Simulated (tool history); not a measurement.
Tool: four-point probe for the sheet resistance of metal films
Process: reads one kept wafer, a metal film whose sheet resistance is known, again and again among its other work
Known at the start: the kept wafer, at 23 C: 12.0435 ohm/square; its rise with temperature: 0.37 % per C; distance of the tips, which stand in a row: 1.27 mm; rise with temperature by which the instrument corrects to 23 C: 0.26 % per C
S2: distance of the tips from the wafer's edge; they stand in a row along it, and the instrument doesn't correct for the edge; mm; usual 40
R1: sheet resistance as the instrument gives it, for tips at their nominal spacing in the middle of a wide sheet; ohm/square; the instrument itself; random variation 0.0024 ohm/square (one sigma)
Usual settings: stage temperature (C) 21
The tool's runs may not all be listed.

Run 1, day 0.000: usual settings. Result: R1 12.039579 ohm/square.
Run 2, day 1.329: usual settings. Result: R1 12.041033 ohm/square.
Run 3, day 2.817: usual settings. Result: R1 12.036969 ohm/square.
Run 4, day 3.642: usual settings but S2 3 mm. Result: R1 13.084593 ohm/square.
Run 5, day 4.517: usual settings but S2 3 mm. Result: R1 13.074559 ohm/square.
Run 6, day 6.092: usual settings but stage temperature (C) 19, S2 3 mm. Result: R1 13.050043 ohm/square.
Run 7, day 7.192: usual settings but stage temperature (C) 25. Result: R1 12.088700 ohm/square.
Run 8, day 8.012: usual settings. Result: R1 12.036459 ohm/square.
Run 9, day 9.383: usual settings. Result: R1 12.031169 ohm/square.
Run 10, day 10.083: usual settings. Result: R1 12.035911 ohm/square.
Run 11, day 10.954: usual settings. Result: R1 12.033032 ohm/square.
Run 12, day 11.696: usual settings but stage temperature (C) 24, S2 5 mm. Result: R1 12.469087 ohm/square.
Run 13, day 12.842: usual settings but stage temperature (C) 20, S2 4 mm. Result: R1 12.628129 ohm/square.
Run 14, day 13.583: usual settings but stage temperature (C) 29, S2 34 mm. Result: R1 12.139756 ohm/square.
Run 15, day 14.475: usual settings but stage temperature (C) 35. Result: R1 12.213093 ohm/square.
Run 16, day 15.650: usual settings but stage temperature (C) 22, S2 4 mm. Result: R1 12.653459 ohm/square.
Run 17, day 17.117: usual settings but stage temperature (C) 29, S2 6 mm. Result: R1 12.414998 ohm/square.
Run 18, day 18.046: usual settings but stage temperature (C) 28, S2 5 mm. Result: R1 12.521637 ohm/square.
Run 19, day 19.133: usual settings but stage temperature (C) 19, S2 16 mm. Result: R1 12.040474 ohm/square.
Run 20, day 20.658: usual settings but S2 5 mm. Result: R1 12.417642 ohm/square.
Run 21, day 21.438: usual settings but stage temperature (C) 23, S2 7 mm. Result: R1 12.260578 ohm/square.

Hidden state or all else? Some run-to-run changes of R1, split into what the settings, what came in and random variation would give without the hidden state, and what is left for the hidden state (with any gauge scatter that isn't in both results):
The hidden state here: inner tips' distance over the nominal, %; tips' flats over new ones', %; wafer's true temperature over the reading, C; drift of the gauge itself on sheet_ohm, %.
Run 3 -> 4: S2 40 -> 3. R1 +1.047624 ohm/square: hidden state +0.000505, all else +1.047119.
Run 6 -> 7: stage temperature (C) 19 -> 25, S2 3 -> 40. R1 -0.961343 ohm/square: hidden state -0.000977, all else -0.960366.
Run 15 -> 16: stage temperature (C) 35 -> 22, S2 40 -> 4. R1 +0.440366 ohm/square: hidden state -0.001746, all else +0.442112.
Run 18 -> 19: stage temperature (C) 28 -> 19, S2 5 -> 16. R1 -0.481163 ohm/square: hidden state -0.001729, all else -0.479434.
